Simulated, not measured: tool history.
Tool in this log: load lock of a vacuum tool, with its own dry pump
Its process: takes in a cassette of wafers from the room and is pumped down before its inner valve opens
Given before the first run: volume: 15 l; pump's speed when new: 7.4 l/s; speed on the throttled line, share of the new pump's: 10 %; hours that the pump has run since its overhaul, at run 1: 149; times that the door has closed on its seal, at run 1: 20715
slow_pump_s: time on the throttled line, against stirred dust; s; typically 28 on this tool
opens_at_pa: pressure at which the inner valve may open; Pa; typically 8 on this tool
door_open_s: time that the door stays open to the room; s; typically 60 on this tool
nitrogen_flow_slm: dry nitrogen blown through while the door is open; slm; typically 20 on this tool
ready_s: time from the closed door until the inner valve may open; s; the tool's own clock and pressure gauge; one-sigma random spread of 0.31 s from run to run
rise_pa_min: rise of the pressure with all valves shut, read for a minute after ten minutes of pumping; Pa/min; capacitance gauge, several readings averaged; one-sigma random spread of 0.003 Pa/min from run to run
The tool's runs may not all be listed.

| run | day | slow_pump_s | opens_at_pa | door_open_s | nitrogen_flow_slm | hours that the pump has run since its overhaul | times that the door has closed on its seal | incoming humidity of the room's air, % | ready_s | rise_pa_min |
|---|---|---|---|---|---|---|---|---|---|---|
| 1 | 0.000 | 28 | 8 | 60 | 20 | 149 | 20715 | 47.1 | 44.4 | 0.182 |
| 2 | 15.396 | 28 | 8 | 60 | 20 | 519 | 21309 | 42.4 | 44.6 | 0.178 |
| 3 | 31.983 | 28 | 8 | 60 | 20 | 917 | 21949 | 44.8 | 44.9 | 0.191 |
| 4 | 47.600 | 28 | 9 | 60 | 20 | 1292 | 22552 | 46.2 | 44.3 | 0.192 |
| 5 | 64.479 | 28 | 9 | 60 | 20 | 1697 | 23204 | 48.4 | 45.1 | 0.207 |
| 6 | 79.658 | 28 | 9 | 60 | 20 | 2061 | 23790 | 44.7 | 44.7 | 0.211 |
| 7 | 91.583 | 28 | 9 | 60 | 20 | 2347 | 24250 | 43.6 | 45.7 | 0.219 |
| 8 | 106.517 | 28 | 9 | 60 | 20 | 2706 | 24827 | 43.3 | 45.0 | 0.224 |
| 9 | 115.638 | 28 | 9 | 60 | 20 | 2925 | 25179 | 45.0 | 45.0 | 0.225 |
| 10 | 131.146 | 28 | 9 | 60 | 20 | 3297 | 25778 | 45.4 | 45.6 | 0.230 |
| 11 | 151.950 | 28 | 9 | 60 | 20 | 3796 | 26581 | 44.3 | 45.5 | 0.238 |
| 12 | 165.771 | 28 | 8 | 60 | 8 | 4128 | 27114 | 48.7 | 45.9 | 0.269 |
| 13 | 175.421 | 28 | 8 | 60 | 8 | 4359 | 27487 | 43.9 | 46.7 | 0.260 |
| 14 | 188.008 | 15 | 12 | 75 | 25 | 4661 | 27973 | 46.1 | 33.7 | 0.253 |
| 15 | 204.150 | 31 | 10 | 38 | 20 | 5049 | 28596 | 45.4 | 48.7 | 0.253 |
| 16 | 217.675 | 31 | 10 | 38 | 20 | 5373 | 29118 | 50.8 | 48.7 | 0.263 |
| 17 | 232.925 | 17 | 8 | 60 | 21 | 5739 | 29707 | 39.8 | 36.5 | 0.272 |
| 18 | 243.133 | 17 | 8 | 60 | 21 | 5984 | 30101 | 46.4 | 36.9 | 0.274 |
| 19 | 260.783 | 17 | 8 | 60 | 21 | 6408 | 30782 | 44.6 | 37.7 | 0.290 |
| 20 | 272.688 | 43 | 11 | 109 | 19 | 6694 | 31242 | 45.2 | 59.2 | 0.314 |

Measured result minus the same run's result without the hidden state. Both carry the same run-to-run variation, though not necessarily the same gauge scatter:
The tool's hidden condition here consists of: pump's speed, % of a new pump's; leak at the door's seal, Pa l/s; drift of the gauge itself on ready_s, %; drift of the gauge itself on rise_pa_min, %.
| run | ready_s | rise_pa_min |
|---|---|---|
| 1 | +0.0 | +0.125 |
| 2 | +0.2 | +0.129 |
| 3 | +0.3 | +0.138 |
| 4 | +0.4 | +0.141 |
| 5 | +0.6 | +0.150 |
| 6 | +0.7 | +0.156 |
| 7 | +0.9 | +0.162 |
| 8 | +1.0 | +0.168 |
| 9 | +1.1 | +0.169 |
| 10 | +1.1 | +0.178 |
| 11 | +1.3 | +0.187 |
| 12 | +1.6 | +0.192 |
| 13 | +1.7 | +0.194 |
| 14 | +1.8 | +0.201 |
| 15 | +1.8 | +0.210 |
| 16 | +1.9 | +0.216 |
| 17 | +2.3 | +0.225 |
| 18 | +2.5 | +0.224 |
| 19 | +2.6 | +0.238 |
| 20 | +2.2 | +0.243 |
